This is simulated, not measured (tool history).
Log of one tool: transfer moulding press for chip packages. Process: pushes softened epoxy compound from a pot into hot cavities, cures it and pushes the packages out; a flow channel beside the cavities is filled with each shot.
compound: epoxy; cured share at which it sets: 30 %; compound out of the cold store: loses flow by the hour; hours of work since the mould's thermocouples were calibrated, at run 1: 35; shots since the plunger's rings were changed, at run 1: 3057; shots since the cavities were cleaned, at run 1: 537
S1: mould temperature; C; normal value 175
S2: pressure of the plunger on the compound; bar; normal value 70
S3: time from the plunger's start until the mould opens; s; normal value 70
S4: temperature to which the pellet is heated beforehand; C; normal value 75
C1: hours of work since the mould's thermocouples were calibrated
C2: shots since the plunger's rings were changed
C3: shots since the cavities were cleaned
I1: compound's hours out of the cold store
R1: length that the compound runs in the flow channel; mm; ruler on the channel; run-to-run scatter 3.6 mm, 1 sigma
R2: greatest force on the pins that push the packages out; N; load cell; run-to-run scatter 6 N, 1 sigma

run	hour	S1	S2	S3	S4	C1	C2	C3	I1	R1	R2
1	0	175	70	70	75	35	3057	537	40.4	580	363
2	14.5	182	70	70	75	45	3305	785	45.1	550	291
3	21.9	175	70	70	66	50	3431	911	45.4	567	409
4	34.3	175	70	70	75	58	3642	1122	37.1	582	386
# hour 40.5: cavities cleaned with cleaning compound and waxed
5	44.1	175	70	70	75	64	3784	61	37.5	583	254
6	53.5	175	70	70	75	70	3945	222	38.1	571	289
7	65.4	175	70	70	69	78	4148	425	8.9	654	366
8	79.8	175	60.8	108	84	88	4394	671	14.3	583	266
9	92	175	63.6	108	83	96	4603	880	29.4	565	277
# hour 108.4: plunger's sealing rings changed
10	109.1	175	63.6	54	83	106	12	1129	46.9	548	715
# hour 115: cavities cleaned with cleaning compound and waxed
11	117.5	175	63.6	54	83	111	130	42	27	587	463
12	127.1	175	63.6	54	83	117	294	206	15.5	623	616
13	142.3	175	70.4	107	80	128	553	465	32.7	607	252

The logged runs with the hidden state left out (each run's random variation unchanged):
What the log doesn't record here: true mould temperature over the reading, C; pressure that reaches the compound, % of what is set; grip of the stained cavities, % over clean ones'; drift of the gauge itself on flow_mm, %; drift of the gauge itself on push_out_n, %.
run	R1	R2
1	596	227
2	566	171
3	584	242
4	601	221
5	602	228
6	591	216
7	677	240
8	605	164
9	587	162
10	548	410
11	588	438
12	625	471
13	610	162

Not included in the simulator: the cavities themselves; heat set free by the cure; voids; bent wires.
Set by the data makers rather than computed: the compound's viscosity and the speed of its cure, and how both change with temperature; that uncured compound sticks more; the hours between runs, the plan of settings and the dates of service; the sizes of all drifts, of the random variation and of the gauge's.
